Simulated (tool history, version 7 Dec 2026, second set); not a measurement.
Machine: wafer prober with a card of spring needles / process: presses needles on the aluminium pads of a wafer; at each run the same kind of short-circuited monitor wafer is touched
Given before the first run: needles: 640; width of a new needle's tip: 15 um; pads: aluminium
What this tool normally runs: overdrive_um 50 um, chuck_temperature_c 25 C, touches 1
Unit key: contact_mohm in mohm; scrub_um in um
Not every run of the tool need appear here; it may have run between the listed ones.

run   hour  overdrive_um  chuck_temperature_c  touches  contact_mohm  scrub_um
  1      0            50                   25        1           262     11.94
      16.1  -- tips cleaned on abrasive film
  2   25.2            50                   25        1           277     11.96
      34.1  -- tips cleaned on abrasive film
      51.5  -- tips cleaned on abrasive film
  3   51.5            50                   25        1           268     11.92
      67.3  -- tips cleaned on abrasive film
  4   72.8            50                   25        1           273     11.82
      83.4  -- tips cleaned on abrasive film
      99.5  -- tips cleaned on abrasive film
  5  100.9            50                   71        1           279     11.79
     116.5  -- tips cleaned on abrasive film
  6  119.5            50                   71        1           284     11.73
     134.4  -- tips cleaned on abrasive film
     150.9  -- tips cleaned on abrasive film
  7  155.6            50                   71        1           284     11.79
       167  -- tips cleaned on abrasive film
     184.1  -- tips cleaned on abrasive film
  8  184.1            50                   71        1           276     11.74
     199.4  -- height of the first contact set anew
       203  -- tips cleaned on abrasive film
     220.6  -- tips cleaned on abrasive film
  9  220.6            50                   71        1           280     11.51
     238.2  -- tips cleaned on abrasive film
     255.2  -- tips cleaned on abrasive film
 10  255.7            50                   71        1           278     11.48
     272.2  -- tips cleaned on abrasive film
 11  277.1            50                   71        1           290     11.45
       288  -- tips cleaned on abrasive film
     306.5  -- tips cleaned on abrasive film
 12  318.6            50                   71        1           299     11.39
     323.9  -- tips cleaned on abrasive film
     342.9  -- tips cleaned on abrasive film
       361  -- tips cleaned on abrasive film
 13  362.8            50                   71        1           286     11.35
     378.3  -- height of the first contact set anew, once more
     378.4  -- tips cleaned on abrasive film
     395.3  -- tips cleaned on abrasive film
 14  402.3            50                   71        1           290      12.2
     413.2  -- tips cleaned on abrasive film
 15  423.5            50                   25        1           282     12.22
     431.3  -- tips cleaned on abrasive film
     449.9  -- tips cleaned on abrasive film
 16  464.9            50                   25        1           292     12.07
     466.7  -- tips cleaned on abrasive film
       484  -- tips cleaned on abrasive film
 17  492.4            39                   25        1           298      9.36
     501.1  -- tips cleaned on abrasive film
     518.1  -- tips cleaned on abrasive film
     535.5  -- tips cleaned on abrasive film
 18  535.5            50                   25        1           265      12.1
     554.8  -- tips cleaned on abrasive film
     572.3  -- tips cleaned on abrasive film
 19  575.5            36                   25        1           287      8.52
     589.6  -- tips cleaned on abrasive film
 20  601.7            62                   61        1           285     14.96
       608  -- tips cleaned on abrasive film
     624.3  -- tips cleaned on abrasive film
     641.5  -- tips cleaned on abrasive film
 21  641.5            62                   61        1           274     14.86
     660.5  -- tips cleaned on abrasive film
 22  672.9            62                   61        1           281     14.83
     677.9  -- tips cleaned on abrasive film
 23  693.1            37                  102        2           311      8.64
       695  -- tips cleaned on abrasive film
     713.1  -- tips cleaned on abrasive film
 24  721.1            36                   28        3           283      8.42
     730.5  -- tips cleaned on abrasive film
     747.2  -- tips cleaned on abrasive film
 25  758.1            36                   31        2           295      8.42
       764  -- tips cleaned on abrasive film
     780.1  -- tips cleaned on abrasive film
       796  -- tips cleaned on abrasive film
 26    796            30                  105        2           302      6.89
     814.8  -- tips cleaned on abrasive film
     831.8  -- tips cleaned on abrasive film
 27  831.8            37                   27        2           274      8.56
     848.3  -- tips cleaned on abrasive film
     864.7  -- tips cleaned on abrasive film
     868.3  -- height of the first contact set anew
 28  868.3            37                   27        2           281      9.06
     882.4  -- tips cleaned on abrasive film
 29  889.2            37                   27        1           296      9.06
     898.1  -- tips cleaned on abrasive film
     916.5  -- tips cleaned on abrasive film
 30  920.4            37                   27        1           284      8.97

Subtracting, for every run, the result it would have given without the tool's unlogged condition from the measured result gives the following. The same run-to-run variation enters both numbers; the gauge's scatter may not:
The tool's hidden condition here consists of: debris on the tips, nm; way that the needles fall short of the set height, um; tips' diameter, um; drift of the gauge itself on contact_mohm, %; drift of the gauge itself on scrub_um, %.
run  contact_mohm  scrub_um
  1            +5     -0.35
  2           +21     -0.37
  3            +5     -0.41
  4           +16     -0.43
  5            +8     -0.46
  6           +11     -0.48
  7           +14     -0.52
  8            +5     -0.56
  9            +5     -0.74
 10            +6     -0.78
 11           +16      -0.8
 12           +26     -0.85
 13           +11     -0.91
 14           +16     -0.04
 15           +23     -0.07
 16           +28     -0.12
 17           +32     -0.15
 18            +5     -0.22
 19           +22     -0.26
 20           +17     -0.29
 21            +4     -0.35
 22           +17     -0.37
 23           +29     -0.38
 24           +17     -0.43
 25           +29     -0.47
 26           +13     -0.53
 27            +9     -0.57
 28           +15        +0
 29           +30     -0.03
 30           +23     -0.06

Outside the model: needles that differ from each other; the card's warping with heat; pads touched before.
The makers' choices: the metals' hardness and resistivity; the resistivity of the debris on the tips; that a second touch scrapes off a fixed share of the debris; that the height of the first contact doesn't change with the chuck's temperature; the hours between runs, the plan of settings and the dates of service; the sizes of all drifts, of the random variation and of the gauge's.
